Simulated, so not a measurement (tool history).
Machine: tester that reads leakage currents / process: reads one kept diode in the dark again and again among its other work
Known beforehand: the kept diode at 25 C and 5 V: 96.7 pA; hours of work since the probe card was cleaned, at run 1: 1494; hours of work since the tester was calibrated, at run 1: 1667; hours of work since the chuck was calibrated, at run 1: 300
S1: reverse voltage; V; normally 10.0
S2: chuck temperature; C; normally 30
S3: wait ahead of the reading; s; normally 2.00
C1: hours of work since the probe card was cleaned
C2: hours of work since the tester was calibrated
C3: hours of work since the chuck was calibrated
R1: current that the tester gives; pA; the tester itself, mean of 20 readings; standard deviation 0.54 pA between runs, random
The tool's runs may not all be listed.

run 1 hour=0.0 | S1=10.0 S2=30 S3=2.00 | C1=1494 C2=1667 C3=300 | R1=180.27
run 2 hour=55.3 | S1=10.0 S2=30 S3=2.00 | C1=1533 C2=1705 C3=338 | R1=178.71
run 3 hour=90.0 | S1=10.0 S2=30 S3=2.00 | C1=1557 C2=1729 C3=362 | R1=177.69
run 4 hour=135.1 | S1=10.0 S2=30 S3=2.00 | C1=1588 C2=1760 C3=394 | R1=177.15
run 5 hour=201.8 | S1=10.0 S2=30 S3=2.00 | C1=1635 C2=1807 C3=440 | R1=175.42
run 6 hour=249.4 | S1=19.4 S2=30 S3=2.00 | C1=1668 C2=1840 C3=473 | R1=228.23
run 7 hour=306.2 | S1=19.4 S2=30 S3=2.00 | C1=1707 C2=1879 C3=513 | R1=225.74
run 8 hour=372.6 | S1=10.0 S2=28 S3=2.00 | C1=1753 C2=1925 C3=559 | R1=148.80
run 9 hour=419.0 | S1=10.0 S2=28 S3=2.00 | C1=1786 C2=1958 C3=591 | R1=147.64
run 10 hour=482.3 | S1=10.0 S2=30 S3=2.00 | C1=1830 C2=2002 C3=635 | R1=169.58
run 11 hour=532.4 | S1=10.0 S2=30 S3=2.00 | C1=1864 C2=2037 C3=670 | R1=167.40
run 12 hour=565.0 | S1=10.0 S2=30 S3=2.00 | C1=1887 C2=2059 C3=692 | R1=166.73
-- hour=595.9 chuck's temperature calibrated
run 13 hour=608.1 | S1=10.0 S2=30 S3=2.00 | C1=1916 C2=2088 C3=8 | R1=194.84
run 14 hour=647.8 | S1=10.0 S2=30 S3=3.12 | C1=1943 C2=2115 C3=36 | R1=193.95
-- hour=671.9 probe card cleaned and baked
run 15 hour=682.6 | S1=10.0 S2=30 S3=3.12 | C1=7 C2=2137 C3=58 | R1=175.27
run 16 hour=740.2 | S1=10.0 S2=30 S3=2.00 | C1=47 C2=2177 C3=98 | R1=173.67
run 17 hour=788.7 | S1=1.6 S2=30 S3=2.00 | C1=81 C2=2211 C3=132 | R1=94.33
run 18 hour=833.8 | S1=6.3 S2=30 S3=2.00 | C1=113 C2=2243 C3=163 | R1=147.83
run 19 hour=868.0 | S1=6.3 S2=30 S3=2.00 | C1=136 C2=2266 C3=187 | R1=146.60
run 20 hour=915.5 | S1=10.0 S2=20 S3=2.00 | C1=169 C2=2299 C3=220 | R1=77.40
run 21 hour=988.5 | S1=13.1 S2=58 S3=0.70 | C1=220 C2=2350 C3=271 | R1=1322.00
run 22 hour=1026.1 | S1=13.1 S2=35 S3=0.43 | C1=246 C2=2376 C3=297 | R1=268.86
run 23 hour=1079.4 | S1=3.8 S2=30 S3=2.00 | C1=283 C2=2413 C3=334 | R1=119.44
run 24 hour=1134.0 | S1=3.8 S2=30 S3=2.00 | C1=321 C2=2451 C3=372 | R1=118.63
run 25 hour=1167.1 | S1=3.8 S2=30 S3=2.00 | C1=344 C2=2474 C3=395 | R1=117.22
run 26 hour=1223.1 | S1=3.8 S2=30 S3=2.00 | C1=383 C2=2513 C3=434 | R1=116.55
run 27 hour=1259.4 | S1=17.8 S2=28 S3=0.87 | C1=408 C2=2538 C3=459 | R1=170.91
run 28 hour=1319.6 | S1=1.7 S2=30 S3=0.62 | C1=450 C2=2580 C3=501 | R1=87.91
run 29 hour=1353.2 | S1=1.5 S2=30 S3=0.44 | C1=474 C2=2604 C3=524 | R1=84.34
run 30 hour=1401.4 | S1=19.0 S2=26 S3=2.17 | C1=507 C2=2637 C3=558 | R1=147.11
run 31 hour=1433.4 | S1=10.0 S2=30 S3=3.72 | C1=529 C2=2659 C3=580 | R1=157.64
run 32 hour=1487.7 | S1=2.4 S2=30 S3=4.17 | C1=567 C2=2697 C3=618 | R1=96.05
run 33 hour=1537.1 | S1=12.2 S2=39 S3=2.81 | C1=601 C2=2731 C3=652 | R1=324.73
run 34 hour=1612.6 | S1=10.0 S2=22 S3=4.14 | C1=654 C2=2784 C3=704 | R1=83.79
-- hour=1621.1 chuck's temperature calibrated
run 35 hour=1657.8 | S1=3.1 S2=25 S3=0.51 | C1=684 C2=2814 C3=25 | R1=83.90
run 36 hour=1691.5 | S1=10.0 S2=30 S3=4.47 | C1=707 C2=2837 C3=49 | R1=182.55
run 37 hour=1723.8 | S1=3.5 S2=58 S3=0.45 | C1=730 C2=2860 C3=71 | R1=899.45
run 38 hour=1767.1 | S1=3.5 S2=58 S3=0.45 | C1=760 C2=2890 C3=101 | R1=898.36
run 39 hour=1805.2 | S1=3.5 S2=58 S3=0.45 | C1=786 C2=2916 C3=128 | R1=887.85

Each row is a separate what-if for the run after 39, all from the same tool condition, not one after another. Results?
run A hour=1859.8 | S1=13.1 S2=30 S3=0.79 | C1=824 C2=2954 C3=166 | R1=?
run B hour=1859.8 | S1=1.3 S2=30 S3=1.50 | C1=824 C2=2954 C3=166 | R1=?
run C hour=1859.8 | S1=1.0 S2=40 S3=5.19 | C1=824 C2=2954 C3=166 | R1=?
run D hour=1859.8 | S1=10.0 S2=30 S3=5.59 | C1=824 C2=2954 C3=166 | R1=?
run E hour=1859.8 | S1=4.8 S2=33 S3=2.00 | C1=824 C2=2954 C3=166 | R1=?

run=A R1=197.98
run=B R1=88.04
run=C R1=169.77
run=D R1=178.37
run=E R1=173.23
Stripped of hidden state, with their random variation kept, the same runs would have yielded:
run=A R1=198.23
run=B R1=91.76
run=C R1=177.66
run=D R1=180.08
run=E R1=178.60

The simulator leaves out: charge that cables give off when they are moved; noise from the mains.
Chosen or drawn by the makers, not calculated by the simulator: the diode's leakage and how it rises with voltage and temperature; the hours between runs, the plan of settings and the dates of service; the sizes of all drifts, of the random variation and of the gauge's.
